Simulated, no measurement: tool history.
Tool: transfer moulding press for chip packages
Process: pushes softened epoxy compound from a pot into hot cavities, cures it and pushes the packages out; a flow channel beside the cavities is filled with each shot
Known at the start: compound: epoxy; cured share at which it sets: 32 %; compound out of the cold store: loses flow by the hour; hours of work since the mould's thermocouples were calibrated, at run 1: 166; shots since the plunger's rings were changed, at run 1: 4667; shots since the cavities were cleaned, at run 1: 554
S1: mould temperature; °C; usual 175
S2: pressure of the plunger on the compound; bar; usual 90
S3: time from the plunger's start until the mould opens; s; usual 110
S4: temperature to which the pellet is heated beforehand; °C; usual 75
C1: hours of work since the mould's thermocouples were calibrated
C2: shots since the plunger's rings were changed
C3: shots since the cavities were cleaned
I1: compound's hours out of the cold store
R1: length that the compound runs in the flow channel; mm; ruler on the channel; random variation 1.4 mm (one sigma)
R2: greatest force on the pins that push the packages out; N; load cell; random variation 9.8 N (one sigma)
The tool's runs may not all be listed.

run	hour	S1	S2	S3	S4	C1	C2	C3	I1	R1	R2
1	0	175	90	110	75	166	4667	554	17.8	612	743
# hour 21.4: cavities cleaned with cleaning compound and waxed
2	23.1	175	90	110	75	176	4829	12	27.6	569	453
3	44.3	175	90	110	75	185	4989	172	12.2	632	582
4	57.2	175	90	143	75	191	5086	269	24.1	582	498
5	73.1	175	90	143	75	199	5206	389	46.2	506	550
6	85.6	175	90	143	75	205	5300	483	22.1	591	584
7	99.5	175	90	143	75	211	5405	588	21.4	593	608
# hour 115.2: cavities cleaned with cleaning compound and waxed
8	117.9	172	90	110	75	219	5531	20	40.3	531	551
9	128.4	175	90	115	75	224	5610	99	18.4	605	491
10	145.2	175	90	115	75	231	5736	225	35.4	539	555
# hour 152.2: plunger's sealing rings changed
11	160.3	175	90	115	75	237	60	320	12.3	653	611
12	179.3	175	90	115	75	246	204	464	46.3	523	627
13	192.3	175	81.5	126	75	252	301	561	36.3	532	630
# hour 212.1: cavities cleaned with cleaning compound and waxed
14	215.1	170	77.8	97	77	262	462	23	12.6	627	943
15	238.8	176	77.8	137	77	273	639	200	44.5	487	490
16	258.3	176	77.8	137	77	282	787	348	47.7	477	533
17	278	177	93.7	126	66	291	935	496	33.5	568	573
18	288.3	183	90	133	75	296	1012	573	18.8	593	566
# hour 306.4: cavities cleaned with cleaning compound and waxed
19	309.8	183	92.7	123	75	305	1162	25	45.7	508	382
20	332.6	183	92.7	123	75	316	1334	197	33	548	457
21	347.2	180	71.9	122	66	322	1444	307	35.4	481	507
22	369.8	180	71.9	122	66	333	1614	477	26.2	510	571
23	385	167	90	125	74	340	1728	591	36.5	580	1021
# hour 400: cavities cleaned with cleaning compound and waxed
24	400	182	69.3	138	80	346	1830	0	10.7	547	359

Forecast each of these 5 alternatives for the next run:
A	423.7	175	80	110	75	357	2008	178	10.7	?	?
B	423.7	176	90	110	70	357	2008	178	44.4	?	?
C	423.7	168	90	140	75	357	2008	178	39.7	?	?
D	423.7	182	75.1	138	80	357	2008	178	29	?	?
E	423.7	181	82.6	109	75	357	2008	178	38.5	?	?

run	R1	R2
A	613	611
B	522	533
C	564	581
D	507	448
E	504	483
Without the tool's hidden state the same runs would have given:
run	R1	R2
A	626	489
B	533	427
C	576	464
D	517	361
E	514	388
